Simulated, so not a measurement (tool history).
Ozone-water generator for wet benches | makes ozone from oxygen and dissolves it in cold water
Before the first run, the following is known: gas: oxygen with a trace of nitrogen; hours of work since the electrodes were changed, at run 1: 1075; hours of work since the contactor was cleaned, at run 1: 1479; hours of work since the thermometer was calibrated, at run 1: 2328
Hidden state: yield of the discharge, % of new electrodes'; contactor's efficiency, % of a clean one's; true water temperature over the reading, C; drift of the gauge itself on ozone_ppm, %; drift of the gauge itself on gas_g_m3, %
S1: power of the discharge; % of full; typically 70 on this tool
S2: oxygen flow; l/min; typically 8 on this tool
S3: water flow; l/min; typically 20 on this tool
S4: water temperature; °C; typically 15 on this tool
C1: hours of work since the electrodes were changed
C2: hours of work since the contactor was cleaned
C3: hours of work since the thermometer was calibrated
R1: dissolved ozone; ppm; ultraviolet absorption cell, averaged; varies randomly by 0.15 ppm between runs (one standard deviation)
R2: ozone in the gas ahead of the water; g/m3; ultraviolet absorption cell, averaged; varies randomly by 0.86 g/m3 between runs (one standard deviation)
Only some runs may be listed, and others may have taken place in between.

{"run": 1, "hour": 0.0, "S1": 70, "S2": 8, "S3": 20, "S4": 15, "C1": 1075, "C2": 1479, "C3": 2328, "R1": 18.4, "R2": 133.9}
{"run": 2, "hour": 24.8, "S1": 70, "S2": 8, "S3": 20, "S4": 15, "C1": 1096, "C2": 1501, "C3": 2350, "R1": 18.4, "R2": 134.3}
{"run": 3, "hour": 48.6, "S1": 70, "S2": 8, "S3": 20, "S4": 15, "C1": 1117, "C2": 1522, "C3": 2371, "R1": 18.5, "R2": 132.7}
{"run": 4, "hour": 80.1, "S1": 70, "S2": 8, "S3": 20, "S4": 15, "C1": 1145, "C2": 1549, "C3": 2398, "R1": 18.6, "R2": 131.9}
{"run": 5, "hour": 111.2, "S1": 70, "S2": 8, "S3": 20, "S4": 15, "C1": 1172, "C2": 1576, "C3": 2425, "R1": 18.4, "R2": 133.5}
{"run": 6, "hour": 130.1, "S1": 54, "S2": 8, "S3": 20, "S4": 15, "C1": 1188, "C2": 1593, "C3": 2442, "R1": 14.8, "R2": 105.6}
{"run": 7, "hour": 160.3, "S1": 54, "S2": 8, "S3": 20, "S4": 21, "C1": 1215, "C2": 1619, "C3": 2468, "R1": 13.2, "R2": 105.8}
{"run": 8, "hour": 185.1, "S1": 54, "S2": 8, "S3": 20, "S4": 21, "C1": 1237, "C2": 1641, "C3": 2490, "R1": 13.2, "R2": 106.5}
{"run": 9, "hour": 205.6, "S1": 54, "S2": 6.62, "S3": 20, "S4": 21, "C1": 1254, "C2": 1659, "C3": 2508, "R1": 13.5, "R2": 117}
{"run": 10, "hour": 223.5, "S1": 54, "S2": 6.62, "S3": 20, "S4": 21, "C1": 1270, "C2": 1674, "C3": 2524, "R1": 13.3, "R2": 117.9}
{"run": 11, "hour": 249.5, "S1": 70, "S2": 8, "S3": 20, "S4": 15, "C1": 1293, "C2": 1697, "C3": 2546, "R1": 18, "R2": 134.3}
{"run": 12, "hour": 270.9, "S1": 70, "S2": 8, "S3": 20, "S4": 15, "C1": 1311, "C2": 1716, "C3": 2565, "R1": 18.2, "R2": 131.9}
{"run": 13, "hour": 297.9, "S1": 70, "S2": 8, "S3": 20, "S4": 15, "C1": 1335, "C2": 1740, "C3": 2589, "R1": 18.3, "R2": 131.7}
{"run": 14, "hour": 312.8, "S1": 70, "S2": 13.58, "S3": 20, "S4": 15, "C1": 1348, "C2": 1753, "C3": 2602, "R1": 17.1, "R2": 99.1}
{"run": 15, "hour": 338.5, "S1": 70, "S2": 13.58, "S3": 20, "S4": 15, "C1": 1371, "C2": 1775, "C3": 2624, "R1": 17, "R2": 99.4}
{"run": 16, "hour": 373.1, "S1": 70, "S2": 13.58, "S3": 20, "S4": 15, "C1": 1401, "C2": 1805, "C3": 2655, "R1": 16.9, "R2": 99.5}
{"run": 17, "hour": 405.8, "S1": 84, "S2": 8.62, "S3": 20, "S4": 15, "C1": 1429, "C2": 1834, "C3": 2683, "R1": 21, "R2": 147.7}
{"run": 18, "hour": 424.5, "S1": 72, "S2": 8.62, "S3": 20, "S4": 21, "C1": 1446, "C2": 1850, "C3": 2699, "R1": 16.4, "R2": 129.8}
{"run": 19, "hour": 453.3, "S1": 72, "S2": 5.78, "S3": 12, "S4": 21, "C1": 1471, "C2": 1875, "C3": 2725, "R1": 23.7, "R2": 160.3}
{"run": 20, "hour": 474.5, "S1": 70, "S2": 8, "S3": 20, "S4": 13, "C1": 1489, "C2": 1894, "C3": 2743, "R1": 18.9, "R2": 130.4}
{"run": 21, "hour": 489.3, "S1": 70, "S2": 8, "S3": 20, "S4": 13, "C1": 1502, "C2": 1907, "C3": 2756, "R1": 18.3, "R2": 131.4}
{"run": 22, "hour": 511.0, "S1": 46, "S2": 6.16, "S3": 13, "S4": 14, "C1": 1521, "C2": 1926, "C3": 2775, "R1": 18, "R2": 106.9}
{"run": 23, "hour": 543.2, "S1": 56, "S2": 13.18, "S3": 29, "S4": 15, "C1": 1550, "C2": 1954, "C3": 2803, "R1": 10.9, "R2": 81.7}
{"run": 24, "hour": 567.4, "S1": 99, "S2": 13.18, "S3": 14, "S4": 15, "C1": 1571, "C2": 1975, "C3": 2824, "R1": 27.1, "R2": 133.7}
{"run": 25, "hour": 598.3, "S1": 59, "S2": 6.61, "S3": 15, "S4": 14, "C1": 1598, "C2": 2002, "C3": 2851, "R1": 19.6, "R2": 125.6}
{"run": 26, "hour": 628.1, "S1": 59, "S2": 6.61, "S3": 15, "S4": 14, "C1": 1624, "C2": 2028, "C3": 2877, "R1": 19.7, "R2": 125.6}
{"run": 27, "hour": 644.2, "S1": 70, "S2": 4.67, "S3": 20, "S4": 10, "C1": 1638, "C2": 2042, "C3": 2891, "R1": 19.3, "R2": 173.4}
{"run": 28, "hour": 659.9, "S1": 83, "S2": 4.67, "S3": 20, "S4": 10, "C1": 1652, "C2": 2056, "C3": 2905, "R1": 21.6, "R2": 199.9}
{"run": 29, "hour": 692.0, "S1": 70, "S2": 8, "S3": 17, "S4": 15, "C1": 1680, "C2": 2084, "C3": 2933, "R1": 20.1, "R2": 130.5}
{"hour": 707.2, "done": "water thermometer calibrated"}
{"run": 30, "hour": 720.6, "S1": 70, "S2": 8, "S3": 17, "S4": 15, "C1": 1704, "C2": 2109, "C3": 12, "R1": 19.8, "R2": 129.9}
{"run": 31, "hour": 735.9, "S1": 57, "S2": 8, "S3": 20, "S4": 15, "C1": 1718, "C2": 2122, "C3": 25, "R1": 15.2, "R2": 109.6}
{"run": 32, "hour": 752.6, "S1": 46, "S2": 8, "S3": 20, "S4": 21, "C1": 1732, "C2": 2137, "C3": 40, "R1": 11.3, "R2": 90.8}

Each row is a separate what-if for the run after 32, all from the same tool condition, not one after another. Results?
{"run": "A", "hour": 784.5, "S1": 70, "S2": 8, "S3": 19, "S4": 15, "C1": 1760, "C2": 2164, "C3": 68, "R1": "?", "R2": "?"}
{"run": "B", "hour": 784.5, "S1": 51, "S2": 8, "S3": 20, "S4": 21, "C1": 1760, "C2": 2164, "C3": 68, "R1": "?", "R2": "?"}
{"run": "C", "hour": 784.5, "S1": 70, "S2": 7.02, "S3": 20, "S4": 15, "C1": 1760, "C2": 2164, "C3": 68, "R1": "?", "R2": "?"}
{"run": "D", "hour": 784.5, "S1": 70, "S2": 4.01, "S3": 20, "S4": 15, "C1": 1760, "C2": 2164, "C3": 68, "R1": "?", "R2": "?"}
{"run": "E", "hour": 784.5, "S1": 55, "S2": 8, "S3": 18, "S4": 15, "C1": 1760, "C2": 2164, "C3": 68, "R1": "?", "R2": "?"}

run=A R1=18.6 R2=127.6
run=B R1=12.2 R2=100.1
run=C R1=18 R2=139
run=D R1=17.8 R2=187.7
run=E R1=15.7 R2=106.4
With the hidden condition removed and each run's random variation left untouched, the same runs would have given:
run=A R1=20.5 R2=138.3
run=B R1=13.2 R2=106.2
run=C R1=19.8 R2=150.6
run=D R1=19.6 R2=203.5
run=E R1=17 R2=113.4
